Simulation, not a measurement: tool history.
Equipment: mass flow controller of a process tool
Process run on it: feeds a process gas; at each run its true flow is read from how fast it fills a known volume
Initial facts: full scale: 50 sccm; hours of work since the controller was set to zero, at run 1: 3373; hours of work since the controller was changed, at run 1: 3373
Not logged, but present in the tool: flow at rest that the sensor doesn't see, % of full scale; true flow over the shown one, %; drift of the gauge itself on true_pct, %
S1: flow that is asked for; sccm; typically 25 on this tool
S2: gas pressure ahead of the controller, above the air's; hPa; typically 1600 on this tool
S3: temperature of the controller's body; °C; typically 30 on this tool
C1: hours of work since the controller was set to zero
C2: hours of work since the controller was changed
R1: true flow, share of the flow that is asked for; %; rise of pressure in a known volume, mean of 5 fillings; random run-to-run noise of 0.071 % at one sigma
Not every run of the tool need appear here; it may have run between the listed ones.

run	hour	S1	S2	S3	C1	C2	R1
1	0	25	1600	30	3373	3373	101.43
2	90.1	25	1600	30	3436	3436	101.46
3	219.7	25	1600	30	3526	3526	101.4
4	317.5	10	1600	30	3594	3594	105.01
5	388.2	10	1600	30	3644	3644	105.09
6	531.7	25	1600	30	3744	3744	101.72
7	693.2	25	1600	30	3856	3856	101.76
8	840.6	28	2220	30	3959	3959	101.61
# hour 964.1: controller's zero set anew
9	987.9	28	2220	30	17	4061	99.13
10	1069.1	17	2760	40	73	4118	99.39
11	1145.4	8	2390	30	126	4171	99.1
12	1241.3	8	2390	30	193	4238	99.17
13	1338.8	7	2540	30	261	4306	99.5
14	1478.8	35	1730	20	359	4404	98.98

Consider 4 possible next runs. They are alternatives, not a sequence: every one starts from the tool as it was left by run 14. What does each give?
A	1629.3	35	2200	20	464	4508	?
B	1629.3	6	1730	20	464	4508	?
C	1629.3	44	1600	30	464	4508	?
D	1629.3	28	1730	20	464	4508	?

run	R1
A	99.15
B	99.73
C	99.57
D	98.89
Without the tool's hidden state the same runs would have given:
run	R1
A	99.46
B	98.71
C	99.93
D	99.13
